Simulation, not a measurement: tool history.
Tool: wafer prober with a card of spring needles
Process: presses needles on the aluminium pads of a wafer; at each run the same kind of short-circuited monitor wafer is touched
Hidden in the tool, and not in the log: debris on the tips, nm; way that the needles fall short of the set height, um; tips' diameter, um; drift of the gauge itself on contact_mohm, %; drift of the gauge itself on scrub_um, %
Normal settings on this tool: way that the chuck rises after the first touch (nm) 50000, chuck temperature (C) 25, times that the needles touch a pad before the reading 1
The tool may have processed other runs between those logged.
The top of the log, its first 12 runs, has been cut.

| run | hour | way that the chuck rises after the first touch (nm) | chuck temperature (C) | times that the needles touch a pad before the reading | touches since the tips were cleaned | cleanings since the card got new needles | touches since the first contact's height was set | resistance of one needle with its contact and lead (mohm) | way that a needle slides on the pad (nm) |
|---|---|---|---|---|---|---|---|---|---|
|  | 213.0 | tips cleaned on abrasive film |
| 13 | 213.0 | 50000 | 25 | 1 | 0 | 23 | 25007 | 258 | 8540 |
|  | 231.6 | tips cleaned on abrasive film |
| 14 | 231.6 | 50000 | 25 | 1 | 0 | 24 | 33702 | 256 | 8590 |
|  | 251.1 | tips cleaned on abrasive film |
| 15 | 255.1 | 50000 | 25 | 1 | 1882 | 25 | 44722 | 258 | 8580 |
|  | 270.2 | tips cleaned on abrasive film |
| 16 | 270.2 | 66000 | 25 | 1 | 0 | 26 | 51768 | 249 | 11330 |
|  | 289.0 | tips cleaned on abrasive film |
| 17 | 292.7 | 38000 | 33 | 1 | 1770 | 27 | 62347 | 273 | 6530 |
|  | 294.1 | height of the first contact set anew |
|  | 308.4 | tips cleaned on abrasive film |
| 18 | 308.4 | 44000 | 33 | 2 | 0 | 28 | 6659 | 263 | 7530 |
|  | 328.2 | tips cleaned on abrasive film |
| 19 | 328.2 | 44000 | 25 | 2 | 22 | 29 | 15951 | 263 | 7560 |
|  | 347.3 | tips cleaned on abrasive film |
| 20 | 350.1 | 40000 | 25 | 2 | 1349 | 30 | 26221 | 263 | 6880 |
|  | 366.5 | tips cleaned on abrasive film |
| 21 | 371.7 | 50000 | 25 | 1 | 2459 | 31 | 36333 | 258 | 8600 |
|  | 385.4 | tips cleaned on abrasive film |
| 22 | 392.1 | 38000 | 27 | 1 | 3121 | 32 | 45881 | 270 | 6540 |
|  | 404.8 | tips cleaned on abrasive film |
| 23 | 410.3 | 51000 | 41 | 1 | 2607 | 33 | 54434 | 263 | 8760 |
| 24 | 421.5 | 51000 | 41 | 1 | 7845 | 33 | 59672 | 263 | 8730 |
|  | 423.7 | tips cleaned on abrasive film |
|  | 429.5 | height of the first contact set anew |
|  | 442.9 | tips cleaned on abrasive film |
| 25 | 444.4 | 51000 | 41 | 1 | 729 | 35 | 7010 | 260 | 8780 |
| 26 | 460.2 | 52000 | 102 | 2 | 8132 | 35 | 14413 | 278 | 8980 |
|  | 462.4 | tips cleaned on abrasive film |
| 27 | 476.5 | 57000 | 109 | 2 | 6648 | 36 | 22066 | 279 | 9790 |
|  | 481.0 | tips cleaned on abrasive film |
| 28 | 489.9 | 57000 | 44 | 1 | 4206 | 37 | 28342 | 261 | 9780 |
|  | 500.2 | tips cleaned on abrasive film |
| 29 | 506.2 | 57000 | 44 | 1 | 2829 | 38 | 35934 | 256 | 9750 |
|  | 519.5 | tips cleaned on abrasive film |
| 30 | 529.5 | 57000 | 44 | 1 | 4712 | 39 | 46856 | 258 | 9790 |

Here are 3 independent what-if runs from the current tool condition. What would each one return?
|  | 538.0 | tips cleaned on abrasive film |
| A | 551.2 | 67000 | 68 | 1 | 6237 | 40 | 57049 | ? | ? |
|  | 538.0 | tips cleaned on abrasive film |
| B | 551.2 | 62000 | 44 | 1 | 6237 | 40 | 57049 | ? | ? |
|  | 538.0 | tips cleaned on abrasive film |
| C | 551.2 | 53000 | 63 | 2 | 6237 | 40 | 57049 | ? | ? |

| run | resistance of one needle with its contact and lead (mohm) | way that a needle slides on the pad (nm) |
|---|---|---|
| A | 260 | 11530 |
| B | 253 | 10640 |
| C | 269 | 9100 |
Take away the tool's hidden state, keep each run's random variation, and the runs would have read:
| run | resistance of one needle with its contact and lead (mohm) | way that a needle slides on the pad (nm) |
|---|---|---|
| A | 260 | 11530 |
| B | 253 | 10640 |
| C | 269 | 9100 |
